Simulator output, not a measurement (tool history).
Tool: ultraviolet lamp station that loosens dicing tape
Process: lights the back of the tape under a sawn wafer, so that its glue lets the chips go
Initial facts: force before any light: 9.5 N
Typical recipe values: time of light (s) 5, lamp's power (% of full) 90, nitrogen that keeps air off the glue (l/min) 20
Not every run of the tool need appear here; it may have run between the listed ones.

run,day,time of light (s),lamp's power (% of full),nitrogen that keeps air off the glue (l/min),force that peels the tape off (N),light that reached the tape (mJ/cm²)
1,0.000,5,90,20,0.880,235
2,0.200,5,90,20,0.907,235
3,0.425,5,90,20,0.890,240
4,0.775,6,90,20,0.610,284
5,1.138,6,90,20,0.611,286
6,1.388,6,90,20,0.604,279
7,1.717,5,90,20,0.899,236
8,2.079,5,90,20,0.931,234
# day 2.171: window cleaned of glue's vapour
9,2.346,5,90,20,1.003,228
10,2.521,5,90,20,0.960,226
11,2.838,5,90,20,1.007,223
12,3.162,5,98,25,0.744,246
13,3.500,2,90,19,3.709,91
14,3.817,4,77,30,1.599,154
# day 3.912: window cleaned of glue's vapour, once more
15,4.008,7,63,10,1.284,248
16,4.208,7,63,10,1.293,244
17,4.454,7,90,23,0.393,351
18,4.788,5,70,20,1.337,195
19,5.183,5,70,20,1.321,190
20,5.388,5,70,20,1.386,190
21,5.671,4,69,19,1.979,153

Consider 3 possible next runs. They are alternatives, not a sequence: every one starts from the tool as it was left by run 21. What does each give?
A,5.858,6,90,20,?,?
B,5.858,5,90,7,?,?
C,5.858,4,64,12,?,?

run,force that peels the tape off (N),light that reached the tape (mJ/cm²)
A,0.576,292
B,1.571,247
C,2.623,142
What these runs would have given with no unlogged condition in the tool:
run,force that peels the tape off (N),light that reached the tape (mJ/cm²)
A,0.454,330
B,1.276,279
C,2.252,160

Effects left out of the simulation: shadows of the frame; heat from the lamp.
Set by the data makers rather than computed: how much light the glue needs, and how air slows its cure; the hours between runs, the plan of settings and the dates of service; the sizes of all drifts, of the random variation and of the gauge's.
